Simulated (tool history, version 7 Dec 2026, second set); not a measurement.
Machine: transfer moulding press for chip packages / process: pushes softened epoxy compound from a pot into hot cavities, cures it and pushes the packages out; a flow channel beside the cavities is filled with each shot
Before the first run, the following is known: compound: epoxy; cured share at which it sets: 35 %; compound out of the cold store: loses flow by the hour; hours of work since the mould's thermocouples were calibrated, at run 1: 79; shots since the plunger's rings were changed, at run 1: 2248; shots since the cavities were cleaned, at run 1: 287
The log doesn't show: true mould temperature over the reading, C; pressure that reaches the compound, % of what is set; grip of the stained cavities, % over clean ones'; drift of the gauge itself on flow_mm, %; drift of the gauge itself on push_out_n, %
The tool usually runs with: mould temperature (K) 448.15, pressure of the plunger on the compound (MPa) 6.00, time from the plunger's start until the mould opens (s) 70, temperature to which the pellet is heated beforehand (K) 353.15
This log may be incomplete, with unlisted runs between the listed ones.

| run | hour | mould temperature (K) | pressure of the plunger on the compound (MPa) | time from the plunger's start until the mould opens (s) | temperature to which the pellet is heated beforehand (K) | hours of work since the mould's thermocouples were calibrated | shots since the plunger's rings were changed | shots since the cavities were cleaned | incoming compound's hours out of the cold store | length that the compound runs in the flow channel (mm) | greatest force on the pins that push the packages out (N) |
|---|---|---|---|---|---|---|---|---|---|---|---|
| 1 | 0.0 | 448.15 | 6.00 | 70 | 353.15 | 79 | 2248 | 287 | 31.1 | 482 | 524 |
| 2 | 33.6 | 448.15 | 6.00 | 70 | 353.15 | 96 | 2639 | 678 | 37.0 | 472 | 634 |
|  | 56.0 | cavities cleaned with cleaning compound and waxed |
| 3 | 70.0 | 448.15 | 6.00 | 70 | 353.15 | 114 | 3045 | 163 | 47.1 | 444 | 440 |
| 4 | 102.9 | 448.15 | 5.63 | 70 | 353.15 | 131 | 3429 | 547 | 29.2 | 461 | 585 |
|  | 133.6 | cavities cleaned with cleaning compound and waxed |
| 5 | 167.0 | 448.15 | 5.63 | 70 | 353.15 | 163 | 4158 | 389 | 30.5 | 449 | 529 |
|  | 215.6 | plunger's sealing rings changed |
|  | 217.1 | cavities cleaned with cleaning compound and waxed |
| 6 | 235.8 | 448.15 | 6.00 | 70 | 354.15 | 196 | 219 | 219 | 8.3 | 536 | 468 |
|  | 293.5 | cavities cleaned with cleaning compound and waxed |
| 7 | 293.5 | 448.15 | 6.00 | 51 | 353.15 | 224 | 874 | 0 | 41.6 | 482 | 792 |
| 8 | 354.4 | 448.15 | 6.00 | 51 | 353.15 | 255 | 1582 | 708 | 26.5 | 495 | 1423 |
|  | 373.0 | cavities cleaned with cleaning compound and waxed |
| 9 | 399.3 | 448.15 | 6.00 | 51 | 353.15 | 278 | 2088 | 306 | 19.8 | 500 | 1172 |
|  | 453.4 | cavities cleaned with cleaning compound and waxed |
| 10 | 462.3 | 448.15 | 6.00 | 95 | 353.15 | 309 | 2805 | 104 | 44.4 | 465 | 273 |
| 11 | 527.3 | 448.15 | 6.00 | 95 | 353.15 | 342 | 3562 | 861 | 39.5 | 457 | 421 |
|  | 533.5 | cavities cleaned with cleaning compound and waxed |
| 12 | 572.1 | 448.15 | 6.00 | 95 | 353.15 | 364 | 4066 | 449 | 12.6 | 487 | 351 |
|  | 614.6 | cavities cleaned with cleaning compound and waxed |
|  | 629.9 | plunger's sealing rings changed |
| 13 | 650.4 | 448.15 | 6.00 | 95 | 353.15 | 402 | 238 | 388 | 35.7 | 491 | 347 |
|  | 656.1 | mould's thermocouples calibrated |
|  | 697.9 | cavities cleaned with cleaning compound and waxed |
| 14 | 726.6 | 448.15 | 6.00 | 95 | 353.15 | 35 | 1085 | 335 | 12.2 | 527 | 336 |
| 15 | 772.0 | 451.15 | 6.00 | 70 | 344.15 | 58 | 1614 | 864 | 46.3 | 465 | 527 |
|  | 777.5 | cavities cleaned with cleaning compound and waxed |
|  | 855.4 | cavities cleaned with cleaning compound and waxed |
| 16 | 855.4 | 450.15 | 4.51 | 73 | 356.15 | 99 | 2550 | 0 | 43.8 | 396 | 258 |
|  | 893.1 | mould's thermocouples calibrated, once more |
| 17 | 921.9 | 447.15 | 7.06 | 60 | 361.15 | 15 | 3302 | 752 | 10.6 | 543 | 1016 |
|  | 935.5 | cavities cleaned with cleaning compound and waxed |
| 18 | 966.7 | 450.15 | 6.00 | 70 | 344.15 | 37 | 3806 | 363 | 18.3 | 476 | 494 |
| 19 | 1005.8 | 448.15 | 6.00 | 70 | 347.15 | 57 | 4262 | 819 | 45.4 | 449 | 655 |
|  | 1013.9 | cavities cleaned with cleaning compound and waxed |
|  | 1043.8 | plunger's sealing rings changed |
| 20 | 1062.5 | 451.15 | 5.43 | 70 | 346.15 | 84 | 218 | 537 | 48.0 | 449 | 484 |
|  | 1097.3 | cavities cleaned with cleaning compound and waxed |
| 21 | 1129.2 | 448.15 | 6.00 | 70 | 347.15 | 117 | 977 | 372 | 26.8 | 505 | 560 |
|  | 1176.8 | cavities cleaned with cleaning compound and waxed |
| 22 | 1176.8 | 448.15 | 6.00 | 70 | 347.15 | 140 | 1513 | 0 | 20.5 | 498 | 363 |
| 23 | 1229.2 | 448.15 | 6.00 | 70 | 347.15 | 167 | 2124 | 611 | 27.7 | 482 | 601 |
|  | 1257.6 | cavities cleaned with cleaning compound and waxed |
| 24 | 1289.7 | 448.15 | 6.00 | 70 | 354.15 | 197 | 2811 | 373 | 21.5 | 496 | 532 |
|  | 1337.5 | cavities cleaned with cleaning compound and waxed |
| 25 | 1344.3 | 443.15 | 6.29 | 57 | 345.15 | 224 | 3430 | 79 | 16.2 | 512 | 972 |
| 26 | 1384.3 | 448.15 | 7.14 | 70 | 349.15 | 244 | 3896 | 545 | 19.4 | 521 | 578 |
|  | 1415.3 | cavities cleaned with cleaning compound and waxed |
| 27 | 1433.1 | 444.15 | 6.00 | 68 | 353.15 | 269 | 4446 | 207 | 12.9 | 491 | 650 |

Results per run with the tool's hidden condition removed, run-to-run variation unchanged:
| run | length that the compound runs in the flow channel (mm) | greatest force on the pins that push the packages out (N) |
|---|---|---|
| 1 | 506 | 351 |
| 2 | 499 | 358 |
| 3 | 473 | 344 |
| 4 | 494 | 344 |
| 5 | 489 | 349 |
| 6 | 539 | 357 |
| 7 | 491 | 791 |
| 8 | 511 | 810 |
| 9 | 520 | 821 |
| 10 | 491 | 232 |
| 11 | 491 | 224 |
| 12 | 528 | 221 |
| 13 | 496 | 228 |
| 14 | 541 | 225 |
| 15 | 481 | 295 |
| 16 | 418 | 265 |
| 17 | 581 | 567 |
| 18 | 515 | 319 |
| 19 | 490 | 354 |
| 20 | 453 | 294 |
| 21 | 517 | 372 |
| 22 | 516 | 367 |
| 23 | 506 | 355 |
| 24 | 527 | 354 |
| 25 | 552 | 888 |
| 26 | 568 | 362 |
| 27 | 541 | 524 |
